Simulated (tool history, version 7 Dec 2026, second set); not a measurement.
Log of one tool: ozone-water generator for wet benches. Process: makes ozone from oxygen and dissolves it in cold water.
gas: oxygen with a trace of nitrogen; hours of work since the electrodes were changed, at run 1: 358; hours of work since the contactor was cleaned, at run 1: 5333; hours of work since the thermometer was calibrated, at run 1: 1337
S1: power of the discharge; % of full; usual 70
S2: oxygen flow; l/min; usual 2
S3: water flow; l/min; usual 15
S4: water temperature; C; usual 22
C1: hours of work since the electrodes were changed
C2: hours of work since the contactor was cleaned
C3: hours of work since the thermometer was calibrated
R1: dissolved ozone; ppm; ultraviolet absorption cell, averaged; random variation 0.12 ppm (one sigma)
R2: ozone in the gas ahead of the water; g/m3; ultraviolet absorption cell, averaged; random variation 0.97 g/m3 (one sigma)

run 1 hour=0 | S1=70 S2=2 S3=15 S4=22 | C1=358 C2=5333 C3=1337 | R1=11 R2=165.3
run 2 hour=93.4 | S1=70 S2=2 S3=15 S4=22 | C1=418 C2=5393 C3=1398 | R1=11.2 R2=163
run 3 hour=216.1 | S1=70 S2=2 S3=15 S4=22 | C1=497 C2=5473 C3=1477 | R1=10.9 R2=163.5
run 4 hour=334.7 | S1=40 S2=2 S3=15 S4=22 | C1=574 C2=5549 C3=1553 | R1=7.3 R2=106.6
run 5 hour=422.5 | S1=40 S2=2 S3=15 S4=22 | C1=630 C2=5606 C3=1610 | R1=7.4 R2=106.8
run 6 hour=510.1 | S1=40 S2=2 S3=15 S4=22 | C1=687 C2=5662 C3=1666 | R1=7.3 R2=107.3
run 7 hour=590.1 | S1=70 S2=2 S3=15 S4=22 | C1=738 C2=5714 C3=1718 | R1=11.3 R2=161.2
run 8 hour=704.4 | S1=70 S2=2.99 S3=15 S4=22 | C1=812 C2=5787 C3=1791 | R1=11.8 R2=134.4
-- hour=718.2 contactor cleaned
run 9 hour=819.5 | S1=64 S2=1.95 S3=10 S4=28 | C1=884 C2=65 C3=1863 | R1=12.8 R2=153
run 10 hour=869.6 | S1=64 S2=1.95 S3=10 S4=28 | C1=916 C2=98 C3=1895 | R1=12.9 R2=152.7
run 11 hour=920.8 | S1=64 S2=1.95 S3=10 S4=28 | C1=949 C2=131 C3=1928 | R1=13.2 R2=152.2
run 12 hour=977 | S1=64 S2=1.55 S3=18 S4=27 | C1=985 C2=167 C3=1965 | R1=7.7 R2=171.9
run 13 hour=1041.4 | S1=42 S2=2.18 S3=15 S4=26 | C1=1027 C2=208 C3=2006 | R1=7.2 R2=106.6
run 14 hour=1148.6 | S1=92 S2=2.18 S3=15 S4=17 | C1=1096 C2=277 C3=2075 | R1=14 R2=188.5
run 15 hour=1210.8 | S1=50 S2=2 S3=15 S4=18 | C1=1136 C2=318 C3=2115 | R1=8.8 R2=124.7
run 16 hour=1273 | S1=50 S2=2 S3=19 S4=18 | C1=1176 C2=358 C3=2155 | R1=6.9 R2=124.6

3 ways to go on from here, each from the tool as it stands after run 16. What would each give?
-- hour=1381.5 contactor cleaned, once more
run A hour=1393.2 | S1=50 S2=2 S3=16 S4=18 | C1=1251 C2=8 C3=2230 | R1=? R2=?
-- hour=1381.5 contactor cleaned, once more
run B hour=1393.2 | S1=70 S2=1.72 S3=16 S4=22 | C1=1251 C2=8 C3=2230 | R1=? R2=?
-- hour=1381.5 contactor cleaned, once more
run C hour=1393.2 | S1=70 S2=2 S3=21 S4=22 | C1=1251 C2=8 C3=2230 | R1=? R2=?

run=A R1=8.7 R2=124.5
run=B R1=10.6 R2=171.9
run=C R1=8.6 R2=161.5
Without the tool's hidden state the same runs would have given:
run=A R1=8.9 R2=127.5
run=B R1=11 R2=177.4
run=C R1=8.9 R2=166.6
